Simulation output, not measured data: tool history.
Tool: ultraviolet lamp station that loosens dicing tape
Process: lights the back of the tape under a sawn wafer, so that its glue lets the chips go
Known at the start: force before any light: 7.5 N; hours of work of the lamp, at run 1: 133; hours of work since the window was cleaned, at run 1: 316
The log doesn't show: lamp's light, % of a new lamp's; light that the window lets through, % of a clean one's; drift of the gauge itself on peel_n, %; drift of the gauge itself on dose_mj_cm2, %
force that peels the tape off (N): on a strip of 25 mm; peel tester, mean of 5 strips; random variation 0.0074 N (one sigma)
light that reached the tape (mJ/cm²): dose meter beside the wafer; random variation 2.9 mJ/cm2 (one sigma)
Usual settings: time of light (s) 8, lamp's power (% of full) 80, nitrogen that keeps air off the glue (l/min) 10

| run | day | time of light (s) | lamp's power (% of full) | nitrogen that keeps air off the glue (l/min) | hours of work of the lamp | hours of work since the window was cleaned | force that peels the tape off (N) | light that reached the tape (mJ/cm²) |
|---|---|---|---|---|---|---|---|---|
| 1 | 0.000 | 8 | 80 | 10 | 133 | 316 | 0.287 | 383 |
| 2 | 0.462 | 8 | 80 | 10 | 139 | 322 | 0.313 | 383 |
| 3 | 1.375 | 8 | 80 | 10 | 151 | 334 | 0.311 | 381 |
| 4 | 2.029 | 8 | 80 | 10 | 159 | 342 | 0.291 | 380 |
| 5 | 2.646 | 8 | 80 | 10 | 167 | 350 | 0.301 | 375 |
| 6 | 3.388 | 8 | 80 | 10 | 177 | 360 | 0.303 | 381 |
| 7 | 4.121 | 8 | 80 | 10 | 186 | 370 | 0.302 | 377 |
| 8 | 4.725 | 7 | 63 | 14 | 194 | 377 | 0.463 | 256 |
| 9 | 5.642 | 5 | 84 | 6 | 206 | 389 | 0.880 | 247 |
| 10 | 6.283 | 5 | 84 | 6 | 214 | 397 | 0.874 | 245 |

Forecast each of these 3 alternatives for the next run:
| A | 6.767 | 8 | 80 | 7 | 221 | 404 | ? | ? |
| B | 6.767 | 5 | 67 | 5 | 221 | 404 | ? | ? |
| C | 6.767 | 9 | 81 | 6 | 221 | 404 | ? | ? |

| run | force that peels the tape off (N) | light that reached the tape (mJ/cm²) |
|---|---|---|
| A | 0.359 | 369 |
| B | 1.414 | 195 |
| C | 0.335 | 424 |
Without the tool's hidden state the same runs would have given:
| run | force that peels the tape off (N) | light that reached the tape (mJ/cm²) |
|---|---|---|
| A | 0.301 | 415 |
| B | 1.178 | 219 |
| C | 0.289 | 476 |
